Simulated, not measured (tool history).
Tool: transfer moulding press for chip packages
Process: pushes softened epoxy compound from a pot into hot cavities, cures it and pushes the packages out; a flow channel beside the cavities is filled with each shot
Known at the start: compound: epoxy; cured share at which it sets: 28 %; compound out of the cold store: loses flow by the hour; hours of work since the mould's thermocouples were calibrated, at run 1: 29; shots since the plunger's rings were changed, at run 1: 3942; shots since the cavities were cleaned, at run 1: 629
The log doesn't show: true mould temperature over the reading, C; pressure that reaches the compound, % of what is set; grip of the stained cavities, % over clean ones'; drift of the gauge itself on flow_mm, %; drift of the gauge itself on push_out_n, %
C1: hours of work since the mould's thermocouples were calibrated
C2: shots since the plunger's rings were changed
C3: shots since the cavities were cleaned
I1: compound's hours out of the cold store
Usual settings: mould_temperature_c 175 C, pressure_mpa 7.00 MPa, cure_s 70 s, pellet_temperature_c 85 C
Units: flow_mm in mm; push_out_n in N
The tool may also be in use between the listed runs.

{"run": 1, "hour": 0.0, "mould_temperature_c": 175, "pressure_mpa": 7.0, "cure_s": 70, "pellet_temperature_c": 85, "C1": 29, "C2": 3942, "C3": 629, "I1": 43.2, "flow_mm": 546, "push_out_n": 604}
{"run": 2, "hour": 47.3, "mould_temperature_c": 175, "pressure_mpa": 7.0, "cure_s": 70, "pellet_temperature_c": 85, "C1": 50, "C2": 4394, "C3": 1081, "I1": 39.9, "flow_mm": 553, "push_out_n": 684}
{"hour": 51.7, "done": "cavities cleaned with cleaning compound and waxed"}
{"run": 3, "hour": 75.3, "mould_temperature_c": 175, "pressure_mpa": 7.0, "cure_s": 70, "pellet_temperature_c": 92, "C1": 62, "C2": 4647, "C3": 226, "I1": 13.8, "flow_mm": 581, "push_out_n": 816}
{"hour": 83.2, "done": "plunger's sealing rings changed"}
{"run": 4, "hour": 107.3, "mould_temperature_c": 175, "pressure_mpa": 7.0, "cure_s": 70, "pellet_temperature_c": 92, "C1": 75, "C2": 230, "C3": 507, "I1": 25.1, "flow_mm": 620, "push_out_n": 780}
{"run": 5, "hour": 160.7, "mould_temperature_c": 175, "pressure_mpa": 7.0, "cure_s": 70, "pellet_temperature_c": 92, "C1": 99, "C2": 742, "C3": 1019, "I1": 13.5, "flow_mm": 623, "push_out_n": 784}
{"hour": 172.2, "done": "cavities cleaned with cleaning compound and waxed"}
{"run": 6, "hour": 192.2, "mould_temperature_c": 169, "pressure_mpa": 7.0, "cure_s": 70, "pellet_temperature_c": 85, "C1": 112, "C2": 1028, "C3": 191, "I1": 32.3, "flow_mm": 616, "push_out_n": 650}
{"hour": 217.9, "done": "cavities cleaned with cleaning compound and waxed, once more"}
{"run": 7, "hour": 229.0, "mould_temperature_c": 169, "pressure_mpa": 7.0, "cure_s": 70, "pellet_temperature_c": 92, "C1": 127, "C2": 1365, "C3": 106, "I1": 18.2, "flow_mm": 631, "push_out_n": 646}
{"run": 8, "hour": 288.5, "mould_temperature_c": 169, "pressure_mpa": 7.0, "cure_s": 70, "pellet_temperature_c": 92, "C1": 154, "C2": 1934, "C3": 675, "I1": 12.5, "flow_mm": 632, "push_out_n": 875}
{"run": 9, "hour": 320.7, "mould_temperature_c": 169, "pressure_mpa": 7.0, "cure_s": 70, "pellet_temperature_c": 92, "C1": 168, "C2": 2241, "C3": 982, "I1": 42.5, "flow_mm": 582, "push_out_n": 880}
{"hour": 335.4, "done": "cavities cleaned with cleaning compound and waxed"}
{"run": 10, "hour": 360.9, "mould_temperature_c": 169, "pressure_mpa": 7.0, "cure_s": 70, "pellet_temperature_c": 92, "C1": 185, "C2": 2612, "C3": 244, "I1": 44.0, "flow_mm": 578, "push_out_n": 702}
{"run": 11, "hour": 413.1, "mould_temperature_c": 169, "pressure_mpa": 7.0, "cure_s": 70, "pellet_temperature_c": 92, "C1": 208, "C2": 3110, "C3": 742, "I1": 11.5, "flow_mm": 630, "push_out_n": 911}
{"run": 12, "hour": 443.9, "mould_temperature_c": 175, "pressure_mpa": 5.93, "cure_s": 70, "pellet_temperature_c": 85, "C1": 222, "C2": 3405, "C3": 1037, "I1": 38.2, "flow_mm": 517, "push_out_n": 681}
{"hour": 453.5, "done": "cavities cleaned with cleaning compound and waxed"}
{"run": 13, "hour": 486.5, "mould_temperature_c": 175, "pressure_mpa": 6.81, "cure_s": 70, "pellet_temperature_c": 85, "C1": 240, "C2": 3797, "C3": 315, "I1": 27.4, "flow_mm": 569, "push_out_n": 557}
{"run": 14, "hour": 529.3, "mould_temperature_c": 175, "pressure_mpa": 7.14, "cure_s": 70, "pellet_temperature_c": 85, "C1": 259, "C2": 4207, "C3": 725, "I1": 11.9, "flow_mm": 599, "push_out_n": 639}
{"hour": 573.5, "done": "cavities cleaned with cleaning compound and waxed"}
{"hour": 583.2, "done": "plunger's sealing rings changed"}
{"run": 15, "hour": 593.1, "mould_temperature_c": 175, "pressure_mpa": 7.14, "cure_s": 70, "pellet_temperature_c": 85, "C1": 285, "C2": 94, "C3": 164, "I1": 27.1, "flow_mm": 614, "push_out_n": 522}
{"run": 16, "hour": 637.0, "mould_temperature_c": 173, "pressure_mpa": 7.35, "cure_s": 105, "pellet_temperature_c": 85, "C1": 305, "C2": 514, "C3": 584, "I1": 38.2, "flow_mm": 609, "push_out_n": 528}
{"run": 17, "hour": 664.1, "mould_temperature_c": 174, "pressure_mpa": 6.37, "cure_s": 99, "pellet_temperature_c": 85, "C1": 317, "C2": 772, "C3": 842, "I1": 42.4, "flow_mm": 558, "push_out_n": 573}
{"hour": 696.6, "done": "cavities cleaned with cleaning compound and waxed"}
{"hour": 710.8, "done": "mould's thermocouples calibrated"}
{"run": 18, "hour": 722.0, "mould_temperature_c": 172, "pressure_mpa": 5.96, "cure_s": 72, "pellet_temperature_c": 85, "C1": 5, "C2": 1293, "C3": 225, "I1": 9.1, "flow_mm": 582, "push_out_n": 572}
{"run": 19, "hour": 751.5, "mould_temperature_c": 175, "pressure_mpa": 6.39, "cure_s": 70, "pellet_temperature_c": 85, "C1": 18, "C2": 1574, "C3": 506, "I1": 27.7, "flow_mm": 561, "push_out_n": 592}
{"run": 20, "hour": 793.7, "mould_temperature_c": 169, "pressure_mpa": 5.8, "cure_s": 70, "pellet_temperature_c": 93, "C1": 37, "C2": 1977, "C3": 909, "I1": 31.0, "flow_mm": 552, "push_out_n": 883}
{"hour": 817.0, "done": "cavities cleaned with cleaning compound and waxed"}
{"run": 21, "hour": 847.6, "mould_temperature_c": 171, "pressure_mpa": 7.0, "cure_s": 66, "pellet_temperature_c": 85, "C1": 60, "C2": 2478, "C3": 292, "I1": 25.9, "flow_mm": 601, "push_out_n": 701}
{"run": 22, "hour": 904.9, "mould_temperature_c": 167, "pressure_mpa": 7.0, "cure_s": 70, "pellet_temperature_c": 85, "C1": 85, "C2": 3025, "C3": 839, "I1": 9.6, "flow_mm": 625, "push_out_n": 1041}
{"hour": 934.4, "done": "cavities cleaned with cleaning compound and waxed"}
{"run": 23, "hour": 946.2, "mould_temperature_c": 167, "pressure_mpa": 7.0, "cure_s": 70, "pellet_temperature_c": 85, "C1": 103, "C2": 3406, "C3": 112, "I1": 35.3, "flow_mm": 589, "push_out_n": 765}
{"run": 24, "hour": 973.0, "mould_temperature_c": 175, "pressure_mpa": 7.27, "cure_s": 70, "pellet_temperature_c": 89, "C1": 115, "C2": 3662, "C3": 368, "I1": 8.9, "flow_mm": 611, "push_out_n": 551}
{"run": 25, "hour": 1030.4, "mould_temperature_c": 178, "pressure_mpa": 5.22, "cure_s": 51, "pellet_temperature_c": 78, "C1": 140, "C2": 4210, "C3": 916, "I1": 11.3, "flow_mm": 502, "push_out_n": 1092}
{"hour": 1053.6, "done": "cavities cleaned with cleaning compound and waxed"}
{"hour": 1085.8, "done": "plunger's sealing rings changed"}
{"run": 26, "hour": 1086.2, "mould_temperature_c": 178, "pressure_mpa": 5.22, "cure_s": 51, "pellet_temperature_c": 78, "C1": 163, "C2": 4, "C3": 288, "I1": 13.4, "flow_mm": 541, "push_out_n": 877}
{"run": 27, "hour": 1142.0, "mould_temperature_c": 181, "pressure_mpa": 7.0, "cure_s": 60, "pellet_temperature_c": 85, "C1": 188, "C2": 537, "C3": 821, "I1": 17.6, "flow_mm": 607, "push_out_n": 653}
{"run": 28, "hour": 1171.6, "mould_temperature_c": 174, "pressure_mpa": 8.51, "cure_s": 64, "pellet_temperature_c": 85, "C1": 201, "C2": 820, "C3": 1104, "I1": 19.4, "flow_mm": 681, "push_out_n": 857}

Forecast each of these 3 alternatives for the next run:
{"hour": 1178.4, "done": "cavities cleaned with cleaning compound and waxed"}
{"run": "A", "hour": 1214.4, "mould_temperature_c": 174, "pressure_mpa": 8.51, "cure_s": 65, "pellet_temperature_c": 85, "C1": 219, "C2": 1214, "C3": 343, "I1": 12.9, "flow_mm": "?", "push_out_n": "?"}
{"hour": 1178.4, "done": "cavities cleaned with cleaning compound and waxed"}
{"run": "B", "hour": 1214.4, "mould_temperature_c": 173, "pressure_mpa": 6.03, "cure_s": 70, "pellet_temperature_c": 94, "C1": 219, "C2": 1214, "C3": 343, "I1": 13.4, "flow_mm": "?", "push_out_n": "?"}
{"hour": 1178.4, "done": "cavities cleaned with cleaning compound and waxed"}
{"run": "C", "hour": 1214.4, "mould_temperature_c": 170, "pressure_mpa": 7.0, "cure_s": 95, "pellet_temperature_c": 77, "C1": 219, "C2": 1214, "C3": 343, "I1": 33.6, "flow_mm": "?", "push_out_n": "?"}

run=A flow_mm=684 push_out_n=677
run=B flow_mm=581 push_out_n=612
run=C flow_mm=606 push_out_n=498
Without the tool's hidden state the same runs would have given:
run=A flow_mm=698 push_out_n=501
run=B flow_mm=593 push_out_n=452
run=C flow_mm=619 push_out_n=375
